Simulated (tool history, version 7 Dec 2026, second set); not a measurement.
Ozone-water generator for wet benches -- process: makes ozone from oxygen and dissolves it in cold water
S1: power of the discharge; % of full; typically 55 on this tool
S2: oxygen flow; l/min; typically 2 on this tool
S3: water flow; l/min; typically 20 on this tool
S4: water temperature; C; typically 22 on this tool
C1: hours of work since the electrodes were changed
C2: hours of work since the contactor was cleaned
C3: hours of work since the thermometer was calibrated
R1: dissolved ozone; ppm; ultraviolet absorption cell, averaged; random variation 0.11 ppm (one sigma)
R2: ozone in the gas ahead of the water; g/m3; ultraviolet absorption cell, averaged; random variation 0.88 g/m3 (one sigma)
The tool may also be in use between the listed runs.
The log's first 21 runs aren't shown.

run,hour,S1,S2,S3,S4,C1,C2,C3,R1,R2
22,869.9,52,1.54,20,24,2278,519,1070,6.9,158.6
23,904.6,52,1.54,20,24,2310,552,1103,7,160
24,936.3,90,3.02,13,21,2340,582,1133,15.6,158.6
25,973.8,55,2.41,25,22,2376,617,1168,6.5,130.4
26,1034.4,55,2.41,25,22,2433,674,1225,6.8,132.6
27,1097.9,87,2.26,20,20,2493,734,1285,10.9,181.2
28,1140.6,55,2,17,19,2533,774,1325,9.2,144.3
29,1174.3,55,3.31,20,22,2565,806,1357,8.6,110.9
30,1216.3,55,1.93,18,22,2604,846,1397,8.5,145.8
31,1275.7,62,2,14,22,2660,902,1453,11.5,156.3
32,1335.4,62,2,14,22,2717,958,1509,11.5,157.8

Branching from run 32: 5 alternative next runs. What would each branch give?
A,1399.4,43,2,20,20,2777,1018,1569,?,?
B,1399.4,62,2,14,19,2777,1018,1569,?,?
C,1399.4,76,1.12,14,22,2777,1018,1569,?,?
D,1399.4,70,1.33,14,27,2777,1018,1569,?,?
E,1399.4,55,1.02,20,29,2777,1018,1569,?,?

run,R1,R2
A,6.9,124.3
B,11.8,155.1
C,11.5,238.6
D,10.9,203.4
E,6.2,204.9
Had the tool no hidden state, the same runs would have come out as:
run,R1,R2
A,6.9,124.3
B,11.8,155.2
C,11.6,238.8
D,10.9,203.5
E,6.2,205

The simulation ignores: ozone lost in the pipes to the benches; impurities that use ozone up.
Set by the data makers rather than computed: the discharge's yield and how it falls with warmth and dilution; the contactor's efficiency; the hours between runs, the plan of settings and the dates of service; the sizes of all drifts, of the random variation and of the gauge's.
